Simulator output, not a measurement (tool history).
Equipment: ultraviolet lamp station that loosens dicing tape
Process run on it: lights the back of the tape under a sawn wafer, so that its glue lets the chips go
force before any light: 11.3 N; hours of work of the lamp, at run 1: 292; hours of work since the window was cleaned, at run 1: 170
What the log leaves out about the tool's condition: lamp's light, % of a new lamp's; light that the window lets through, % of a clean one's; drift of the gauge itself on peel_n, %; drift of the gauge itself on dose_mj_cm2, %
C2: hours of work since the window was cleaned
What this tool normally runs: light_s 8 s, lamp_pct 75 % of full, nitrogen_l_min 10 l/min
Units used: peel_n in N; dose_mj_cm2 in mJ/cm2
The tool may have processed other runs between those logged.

run 1 day=0.000 | light_s=8 lamp_pct=75 nitrogen_l_min=10 | hours_of_work_of_the_lamp=292 C2=170 | peel_n=0.507 dose_mj_cm2=247
run 2 day=0.642 | light_s=8 lamp_pct=75 nitrogen_l_min=10 | hours_of_work_of_the_lamp=303 C2=181 | peel_n=0.508 dose_mj_cm2=244
run 3 day=1.138 | light_s=8 lamp_pct=75 nitrogen_l_min=5 | hours_of_work_of_the_lamp=312 C2=190 | peel_n=0.778 dose_mj_cm2=247
run 4 day=1.483 | light_s=8 lamp_pct=75 nitrogen_l_min=10 | hours_of_work_of_the_lamp=318 C2=196 | peel_n=0.522 dose_mj_cm2=238
run 5 day=2.088 | light_s=8 lamp_pct=75 nitrogen_l_min=10 | hours_of_work_of_the_lamp=328 C2=206 | peel_n=0.533 dose_mj_cm2=243
run 6 day=2.638 | light_s=8 lamp_pct=75 nitrogen_l_min=10 | hours_of_work_of_the_lamp=337 C2=215 | peel_n=0.535 dose_mj_cm2=239
run 7 day=3.050 | light_s=8 lamp_pct=75 nitrogen_l_min=10 | hours_of_work_of_the_lamp=344 C2=222 | peel_n=0.528 dose_mj_cm2=243
run 8 day=3.546 | light_s=8 lamp_pct=75 nitrogen_l_min=10 | hours_of_work_of_the_lamp=353 C2=231 | peel_n=0.559 dose_mj_cm2=237
run 9 day=4.096 | light_s=8 lamp_pct=75 nitrogen_l_min=10 | hours_of_work_of_the_lamp=362 C2=240 | peel_n=0.557 dose_mj_cm2=236
run 10 day=4.504 | light_s=8 lamp_pct=75 nitrogen_l_min=10 | hours_of_work_of_the_lamp=369 C2=247 | peel_n=0.524 dose_mj_cm2=236
run 11 day=5.154 | light_s=8 lamp_pct=75 nitrogen_l_min=10 | hours_of_work_of_the_lamp=380 C2=258 | peel_n=0.564 dose_mj_cm2=234
run 12 day=5.488 | light_s=6 lamp_pct=75 nitrogen_l_min=10 | hours_of_work_of_the_lamp=386 C2=264 | peel_n=1.005 dose_mj_cm2=174
run 13 day=5.788 | light_s=6 lamp_pct=81 nitrogen_l_min=10 | hours_of_work_of_the_lamp=391 C2=269 | peel_n=0.875 dose_mj_cm2=188
-- day=6.462 window cleaned of glue's vapour
run 14 day=6.500 | light_s=8 lamp_pct=75 nitrogen_l_min=10 | hours_of_work_of_the_lamp=403 C2=1 | peel_n=0.521 dose_mj_cm2=247
run 15 day=6.800 | light_s=8 lamp_pct=75 nitrogen_l_min=9 | hours_of_work_of_the_lamp=408 C2=6 | peel_n=0.538 dose_mj_cm2=246
run 16 day=7.350 | light_s=7 lamp_pct=75 nitrogen_l_min=9 | hours_of_work_of_the_lamp=417 C2=15 | peel_n=0.728 dose_mj_cm2=209
run 17 day=7.946 | light_s=7 lamp_pct=70 nitrogen_l_min=4 | hours_of_work_of_the_lamp=428 C2=25 | peel_n=1.389 dose_mj_cm2=196
run 18 day=8.262 | light_s=7 lamp_pct=70 nitrogen_l_min=4 | hours_of_work_of_the_lamp=433 C2=31 | peel_n=1.459 dose_mj_cm2=193
run 19 day=8.658 | light_s=10 lamp_pct=70 nitrogen_l_min=9 | hours_of_work_of_the_lamp=440 C2=37 | peel_n=0.404 dose_mj_cm2=278
run 20 day=9.342 | light_s=13 lamp_pct=80 nitrogen_l_min=9 | hours_of_work_of_the_lamp=451 C2=49 | peel_n=0.256 dose_mj_cm2=417
run 21 day=9.704 | light_s=8 lamp_pct=65 nitrogen_l_min=15 | hours_of_work_of_the_lamp=458 C2=55 | peel_n=0.581 dose_mj_cm2=206
run 22 day=10.021 | light_s=8 lamp_pct=65 nitrogen_l_min=15 | hours_of_work_of_the_lamp=463 C2=61 | peel_n=0.576 dose_mj_cm2=206
run 23 day=10.417 | light_s=8 lamp_pct=65 nitrogen_l_min=15 | hours_of_work_of_the_lamp=470 C2=67 | peel_n=0.577 dose_mj_cm2=202
run 24 day=10.696 | light_s=8 lamp_pct=65 nitrogen_l_min=15 | hours_of_work_of_the_lamp=474 C2=72 | peel_n=0.602 dose_mj_cm2=203
run 25 day=11.104 | light_s=5 lamp_pct=75 nitrogen_l_min=6 | hours_of_work_of_the_lamp=481 C2=79 | peel_n=1.811 dose_mj_cm2=145
run 26 day=11.796 | light_s=5 lamp_pct=75 nitrogen_l_min=6 | hours_of_work_of_the_lamp=493 C2=91 | peel_n=1.887 dose_mj_cm2=145
run 27 day=12.100 | light_s=6 lamp_pct=93 nitrogen_l_min=10 | hours_of_work_of_the_lamp=498 C2=96 | peel_n=0.680 dose_mj_cm2=216
run 28 day=12.512 | light_s=6 lamp_pct=93 nitrogen_l_min=10 | hours_of_work_of_the_lamp=505 C2=103 | peel_n=0.677 dose_mj_cm2=216
run 29 day=12.954 | light_s=7 lamp_pct=74 nitrogen_l_min=4 | hours_of_work_of_the_lamp=513 C2=111 | peel_n=1.404 dose_mj_cm2=197

Below are 3 alternative next runs, each starting from the tool's condition after run 29. Predict each:
run A day=13.546 | light_s=6 lamp_pct=74 nitrogen_l_min=10 | hours_of_work_of_the_lamp=523 C2=121 | peel_n=? dose_mj_cm2=?
run B day=13.546 | light_s=10 lamp_pct=93 nitrogen_l_min=6 | hours_of_work_of_the_lamp=523 C2=121 | peel_n=? dose_mj_cm2=?
run C day=13.546 | light_s=14 lamp_pct=81 nitrogen_l_min=17 | hours_of_work_of_the_lamp=523 C2=121 | peel_n=? dose_mj_cm2=?

run=A peel_n=1.125 dose_mj_cm2=172
run=B peel_n=0.345 dose_mj_cm2=354
run=C peel_n=0.227 dose_mj_cm2=429
The same runs, with their run-to-run variation unchanged, on a tool lacking any hidden condition would have given:
run=A peel_n=0.704 dose_mj_cm2=215
run=B peel_n=0.264 dose_mj_cm2=442
run=C peel_n=0.221 dose_mj_cm2=536

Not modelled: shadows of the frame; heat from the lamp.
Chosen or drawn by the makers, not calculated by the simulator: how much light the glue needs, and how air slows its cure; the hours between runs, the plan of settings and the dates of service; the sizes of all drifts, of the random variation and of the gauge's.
